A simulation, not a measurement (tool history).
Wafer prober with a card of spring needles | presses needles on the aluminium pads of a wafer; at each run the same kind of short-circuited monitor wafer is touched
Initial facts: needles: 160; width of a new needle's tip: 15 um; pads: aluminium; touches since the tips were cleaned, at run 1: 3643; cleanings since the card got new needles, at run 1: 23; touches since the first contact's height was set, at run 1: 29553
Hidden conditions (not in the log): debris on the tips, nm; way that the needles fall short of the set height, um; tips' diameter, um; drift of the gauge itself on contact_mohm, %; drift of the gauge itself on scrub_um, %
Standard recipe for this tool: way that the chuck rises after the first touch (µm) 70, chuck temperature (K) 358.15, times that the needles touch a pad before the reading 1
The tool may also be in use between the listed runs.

run	hour	way that the chuck rises after the first touch (µm)	chuck temperature (K)	times that the needles touch a pad before the reading	touches since the tips were cleaned	cleanings since the card got new needles	touches since the first contact's height was set	resistance of one needle with its contact and lead (mohm)	way that a needle slides on the pad (µm)
1	0.0	70	358.15	1	3643	23	29553	139	18.95
# hour 6.6: tips cleaned on abrasive film
# hour 20.5: tips cleaned on abrasive film
2	21.9	70	358.15	1	597	25	38914	125	18.91
# hour 35.0: tips cleaned on abrasive film
3	42.8	70	358.15	1	3365	26	47906	139	18.90
# hour 48.5: tips cleaned on abrasive film
4	59.8	70	358.15	1	4848	27	55179	141	18.91
# hour 62.3: tips cleaned on abrasive film
# hour 76.2: tips cleaned on abrasive film
5	80.5	53	358.15	1	1827	29	64034	142	14.22
# hour 90.0: tips cleaned on abrasive film
6	103.2	87	358.15	1	5680	30	73786	137	23.52
# hour 105.1: tips cleaned on abrasive film
7	116.5	87	358.15	1	4937	31	79500	134	23.41
# hour 118.5: tips cleaned on abrasive film
# hour 132.2: tips cleaned on abrasive film
8	132.2	87	358.15	1	8	33	86192	123	23.49
# hour 146.2: tips cleaned on abrasive film
9	149.9	87	358.15	1	1602	34	93810	127	23.41
# hour 160.1: tips cleaned on abrasive film
10	169.9	87	358.15	1	4240	35	102407	134	23.37
# hour 174.0: tips cleaned on abrasive film
11	179.5	70	324.15	1	2379	36	106498	133	18.78
# hour 188.6: tips cleaned on abrasive film
12	190.3	70	344.15	1	752	37	111125	128	18.71
# hour 202.3: tips cleaned on abrasive film
13	207.7	70	344.15	1	2328	38	118565	130	18.77
# hour 216.7: tips cleaned on abrasive film
# hour 217.0: height of the first contact set anew
14	225.3	70	344.15	1	3601	39	3601	137	18.65
# hour 230.6: tips cleaned on abrasive film
15	239.4	88	358.15	1	3811	40	9639	132	23.54
# hour 245.0: tips cleaned on abrasive film
16	258.2	70	358.15	1	5705	41	17705	147	18.61
# hour 259.7: tips cleaned on abrasive film
17	269.8	55	311.15	1	4323	42	22667	151	14.53
# hour 274.0: tips cleaned on abrasive film
18	285.4	55	311.15	1	4943	43	29393	155	14.48
# hour 288.7: tips cleaned on abrasive film
19	299.5	54	375.15	2	4641	44	35410	149	14.16
# hour 302.9: tips cleaned on abrasive film
# hour 317.1: tips cleaned on abrasive film
20	321.5	54	301.15	2	1895	46	44814	131	14.14
# hour 329.7: height of the first contact set anew, once more
# hour 331.9: tips cleaned on abrasive film
21	333.9	67	324.15	3	857	47	1764	121	18.22
# hour 347.2: tips cleaned on abrasive film
22	352.6	55	299.15	1	2359	48	9822	142	14.94
# hour 360.9: tips cleaned on abrasive film
23	367.7	52	306.15	2	2929	49	16278	136	14.08
# hour 374.9: tips cleaned on abrasive film
24	383.7	61	367.15	3	3811	50	23143	132	16.48
# hour 389.0: tips cleaned on abrasive film
25	401.8	61	367.15	3	5515	51	30907	133	16.53
# hour 403.3: tips cleaned on abrasive film
# hour 417.1: tips cleaned on abrasive film
26	419.9	57	317.15	3	1208	53	38649	120	15.39
# hour 431.0: tips cleaned on abrasive film
27	441.5	70	314.15	2	4530	54	47924	130	18.93

Predict the results of run 28:
# hour 444.6: tips cleaned on abrasive film
# hour 458.8: tips cleaned on abrasive film
28	458.8	70	314.15	2	0	56	55312	?	?

Run 28 measured resistance of one needle with its contact and lead (mohm) 116, way that a needle slides on the pad (µm) 18.89.
On a tool with no hidden condition, and with the same random variation, this run would have come out at resistance of one needle with its contact and lead (mohm) 114, way that a needle slides on the pad (µm) 19.06.
